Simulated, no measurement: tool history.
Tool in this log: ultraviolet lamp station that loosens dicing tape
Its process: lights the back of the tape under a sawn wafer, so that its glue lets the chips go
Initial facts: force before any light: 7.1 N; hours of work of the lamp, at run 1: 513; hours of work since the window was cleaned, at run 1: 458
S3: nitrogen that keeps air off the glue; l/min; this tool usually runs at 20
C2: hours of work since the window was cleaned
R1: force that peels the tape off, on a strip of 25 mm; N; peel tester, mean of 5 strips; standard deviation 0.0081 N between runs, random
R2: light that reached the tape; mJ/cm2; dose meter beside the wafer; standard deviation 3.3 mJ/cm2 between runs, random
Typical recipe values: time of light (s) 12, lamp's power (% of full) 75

Run 1, hour 0: usual settings; hours of work of the lamp 513; C2 458. Result: R1 0.692 N, R2 366 mJ/cm2.
Run 2, hour 10.9: usual settings; hours of work of the lamp 521; C2 466. Result: R1 0.706 N, R2 365 mJ/cm2.
Run 3, hour 24.6: usual settings; hours of work of the lamp 530; C2 475. Result: R1 0.729 N, R2 361 mJ/cm2.
Run 4, hour 32.8: usual settings; hours of work of the lamp 536; C2 481. Result: R1 0.746 N, R2 360 mJ/cm2.
Run 5, hour 50.2: usual settings; hours of work of the lamp 549; C2 494. Result: R1 0.721 N, R2 350 mJ/cm2.
Run 6, hour 67.1: usual settings but S3 28 l/min; hours of work of the lamp 561; C2 506. Result: R1 0.579 N, R2 349 mJ/cm2.
Run 7, hour 80.3: usual settings but S3 28 l/min; hours of work of the lamp 570; C2 515. Result: R1 0.573 N, R2 351 mJ/cm2.
Run 8, hour 94.4: usual settings but S3 6 l/min; hours of work of the lamp 580; C2 525. Result: R1 1.765 N, R2 344 mJ/cm2.
Run 9, hour 109.8: usual settings but S3 6 l/min; hours of work of the lamp 591; C2 536. Result: R1 1.768 N, R2 341 mJ/cm2.
Run 10, hour 123.6: usual settings but time of light (s) 23, S3 6 l/min; hours of work of the lamp 601; C2 546. Result: R1 0.576 N, R2 653 mJ/cm2.
At hour 127.4: window cleaned of glue's vapour.
Run 11, hour 133.2: usual settings but time of light (s) 23, S3 6 l/min; hours of work of the lamp 607; C2 4. Result: R1 0.673 N, R2 613 mJ/cm2.
Run 12, hour 142.5: usual settings but time of light (s) 23, S3 6 l/min; hours of work of the lamp 614; C2 11. Result: R1 0.679 N, R2 605 mJ/cm2.
At hour 159: window cleaned of glue's vapour, once more.
Run 13, hour 160.8: usual settings but time of light (s) 23, S3 6 l/min; hours of work of the lamp 626; C2 1. Result: R1 0.386 N, R2 778 mJ/cm2.
Run 14, hour 175.4: usual settings; hours of work of the lamp 637; C2 12. Result: R1 0.537 N, R2 405 mJ/cm2.
Run 15, hour 183.2: usual settings but S3 10 l/min; hours of work of the lamp 642; C2 17. Result: R1 0.993 N, R2 396 mJ/cm2.
Run 16, hour 194.9: usual settings but S3 10 l/min; hours of work of the lamp 651; C2 26. Result: R1 0.991 N, R2 398 mJ/cm2.
Run 17, hour 209.6: usual settings but lamp's power (% of full) 88; hours of work of the lamp 661; C2 36. Result: R1 0.4 N, R2 473 mJ/cm2.
Run 18, hour 219.4: usual settings but lamp's power (% of full) 88; hours of work of the lamp 668; C2 43. Result: R1 0.421 N, R2 462 mJ/cm2.
Run 19, hour 234.7: usual settings but lamp's power (% of full) 88; hours of work of the lamp 679; C2 54. Result: R1 0.418 N, R2 454 mJ/cm2.
Run 20, hour 245: usual settings but lamp's power (% of full) 88; hours of work of the lamp 686; C2 61. Result: R1 0.423 N, R2 456 mJ/cm2.
Run 21, hour 253.5: usual settings but lamp's power (% of full) 88, S3 11 l/min; hours of work of the lamp 692; C2 67. Result: R1 0.712 N, R2 457 mJ/cm2.
Run 22, hour 263.7: usual settings but time of light (s) 9, lamp's power (% of full) 99, S3 16 l/min; hours of work of the lamp 699; C2 74. Result: R1 0.733 N, R2 378 mJ/cm2.
Run 23, hour 271: usual settings but time of light (s) 22, lamp's power (% of full) 74, S3 15 l/min; hours of work of the lamp 704; C2 79. Result: R1 0.229 N, R2 694 mJ/cm2.
Run 24, hour 282.3: usual settings but S3 39 l/min; hours of work of the lamp 713; C2 88. Result: R1 0.369 N, R2 385 mJ/cm2.
Run 25, hour 297: usual settings but S3 39 l/min; hours of work of the lamp 723; C2 98. Result: R1 0.393 N, R2 377 mJ/cm2.
Run 26, hour 308.9: usual settings but time of light (s) 6, lamp's power (% of full) 95, S3 39 l/min; hours of work of the lamp 731; C2 106. Result: R1 1.031 N, R2 236 mJ/cm2.
Run 27, hour 318.5: usual settings but time of light (s) 6, lamp's power (% of full) 95, S3 39 l/min; hours of work of the lamp 738; C2 113. Result: R1 0.997 N, R2 238 mJ/cm2.
Run 28, hour 335.5: usual settings but time of light (s) 6, lamp's power (% of full) 95, S3 39 l/min; hours of work of the lamp 750; C2 125. Result: R1 1.015 N, R2 237 mJ/cm2.
Run 29, hour 352.3: usual settings but lamp's power (% of full) 62, S3 26 l/min; hours of work of the lamp 762; C2 137. Result: R1 0.799 N, R2 306 mJ/cm2.
Run 30, hour 370.3: usual settings but time of light (s) 15, lamp's power (% of full) 64; hours of work of the lamp 775; C2 150. Result: R1 0.609 N, R2 387 mJ/cm2.
Run 31, hour 379.6: usual settings but time of light (s) 11, S3 23 l/min; hours of work of the lamp 781; C2 156. Result: R1 0.748 N, R2 333 mJ/cm2.
Run 32, hour 393.5: usual settings but time of light (s) 11, S3 23 l/min; hours of work of the lamp 791; C2 166. Result: R1 0.749 N, R2 325 mJ/cm2.
Run 33, hour 408.1: usual settings but time of light (s) 11, S3 23 l/min; hours of work of the lamp 802; C2 177. Result: R1 0.744 N, R2 331 mJ/cm2.

Forecast each of these 3 alternatives for the next run:
Run A, hour 419.9: usual settings but time of light (s) 22, lamp's power (% of full) 93, S3 39 l/min; hours of work of the lamp 810; C2 185. Result: R1 ?, R2 ?.
Run B, hour 419.9: usual settings but time of light (s) 6, S3 7 l/min; hours of work of the lamp 810; C2 185. Result: R1 ?, R2 ?.
Run C, hour 419.9: usual settings but time of light (s) 11, lamp's power (% of full) 66, S3 23 l/min; hours of work of the lamp 810; C2 185. Result: R1 ?, R2 ?.

run     R1   R2
  A  0.116  801
  B  3.346  178
  C  0.973  284
With no hidden state in the tool, these same runs would have given:
run     R1    R2
  A  0.109  1170
  B  2.364   259
  C  0.443   415
